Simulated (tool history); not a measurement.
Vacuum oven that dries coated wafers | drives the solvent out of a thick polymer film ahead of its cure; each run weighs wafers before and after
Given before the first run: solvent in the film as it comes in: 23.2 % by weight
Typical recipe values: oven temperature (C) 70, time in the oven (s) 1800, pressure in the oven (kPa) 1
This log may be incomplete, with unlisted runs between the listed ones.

run,hour,oven temperature (C),time in the oven (s),pressure in the oven (kPa),solvent left in the film (%)
1,0,70,1800,1,1.4
2,50.7,70,1800,1,1.38
3,126,58,1800,1,4.89
4,188.7,70,1800,1,1.46
5,244.1,70,1800,1,1.44
# hour 250.3: vacuum gauge cleaned of residue and calibrated
6,353.4,69,1920,1.07,1.5
7,426.8,62,1800,0.76,3.2
8,481.6,62,1800,0.76,3.17
9,555.1,62,1380,1.32,5.03
# hour 571.4: vacuum gauge cleaned of residue and calibrated, once more
10,649.3,84,3120,1.24,0.38

What if the next run were any one of these 4? Each begins from the tool's condition after run 10:
A,760.4,80,1800,1,?
B,760.4,78,1980,2.47,?
C,760.4,66,2760,2.61,?
D,760.4,84,1020,1.2,?

run,solvent left in the film (%)
A,0.44
B,0.99
C,1.92
D,0.69
Without the tool's hidden state the same runs would have given:
run,solvent left in the film (%)
A,0.54
B,1.15
C,2.35
D,0.96
